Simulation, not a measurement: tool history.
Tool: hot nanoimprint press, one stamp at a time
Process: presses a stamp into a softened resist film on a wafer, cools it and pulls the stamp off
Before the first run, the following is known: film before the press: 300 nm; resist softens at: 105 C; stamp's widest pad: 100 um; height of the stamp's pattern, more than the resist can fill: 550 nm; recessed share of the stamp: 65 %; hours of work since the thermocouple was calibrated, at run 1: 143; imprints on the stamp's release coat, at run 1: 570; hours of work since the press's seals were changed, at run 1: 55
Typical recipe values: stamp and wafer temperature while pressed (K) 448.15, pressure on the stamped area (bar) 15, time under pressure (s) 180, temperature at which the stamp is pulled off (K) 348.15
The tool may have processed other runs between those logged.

| run | hour | stamp and wafer temperature while pressed (K) | pressure on the stamped area (bar) | time under pressure (s) | temperature at which the stamp is pulled off (K) | hours of work since the thermocouple was calibrated | imprints on the stamp's release coat | hours of work since the press's seals were changed | resist left under the stamp's widest pad (nm) | greatest force while the stamp is pulled off (N) |
|---|---|---|---|---|---|---|---|---|---|---|
| 1 | 0 | 448.15 | 15 | 180 | 348.15 | 143 | 570 | 55 | 162.7 | 116 |
| 2 | 24.5 | 448.15 | 15 | 129 | 348.15 | 154 | 649 | 67 | 183.2 | 128 |
| 3 | 48.1 | 448.15 | 15 | 129 | 337.15 | 166 | 725 | 78 | 182.2 | 145 |
| 4 | 79.6 | 448.15 | 16.1 | 129 | 337.15 | 180 | 826 | 93 | 178 | 144 |
| 5 | 97.5 | 448.15 | 16.1 | 129 | 337.15 | 189 | 883 | 101 | 179.4 | 143 |
| 6 | 135.3 | 448.15 | 16.1 | 129 | 337.15 | 206 | 1005 | 119 | 179.5 | 151 |
| 7 | 164.4 | 448.15 | 16.1 | 129 | 344.15 | 220 | 1098 | 132 | 179.1 | 141 |
| 8 | 207.1 | 448.15 | 18.7 | 299 | 344.15 | 240 | 1235 | 152 | 125.4 | 140 |
|  | 252.8 | stamp cleaned and given a new release coat |
| 9 | 252.8 | 437.15 | 13.7 | 299 | 344.15 | 259 | 0 | 171 | 233.1 | 111 |
| 10 | 293.3 | 437.15 | 13.7 | 299 | 344.15 | 278 | 130 | 190 | 231.5 | 115 |
|  | 304.8 | plate thermocouple calibrated |
| 11 | 335.5 | 448.15 | 15 | 206 | 342.15 | 14 | 256 | 208 | 153.9 | 121 |
| 12 | 355 | 448.15 | 15 | 206 | 342.15 | 24 | 319 | 218 | 155 | 121 |
| 13 | 393.9 | 448.15 | 19.8 | 180 | 333.15 | 42 | 444 | 236 | 146.2 | 140 |

5 ways to go on from here, each from the tool as it stands after run 13. What would each give?
| A | 414.2 | 456.15 | 9.8 | 260 | 348.15 | 51 | 509 | 245 | ? | ? |
| B | 414.2 | 448.15 | 16.9 | 180 | 346.15 | 51 | 509 | 245 | ? | ? |
| C | 414.2 | 441.15 | 9.7 | 138 | 333.15 | 51 | 509 | 245 | ? | ? |
| D | 414.2 | 448.15 | 22.5 | 314 | 333.15 | 51 | 509 | 245 | ? | ? |
| E | 414.2 | 448.15 | 9.5 | 97 | 345.15 | 51 | 509 | 245 | ? | ? |

| run | resist left under the stamp's widest pad (nm) | greatest force while the stamp is pulled off (N) |
|---|---|---|
| A | 113.6 | 117 |
| B | 155 | 122 |
| C | 251.8 | 140 |
| D | 111.1 | 139 |
| E | 223.9 | 125 |
Stripped of hidden state, with their random variation kept, the same runs would have yielded:
| run | resist left under the stamp's widest pad (nm) | greatest force while the stamp is pulled off (N) |
|---|---|---|
| A | 112.3 | 105 |
| B | 152.9 | 110 |
| C | 250.6 | 126 |
| D | 109 | 125 |
| E | 222.5 | 112 |
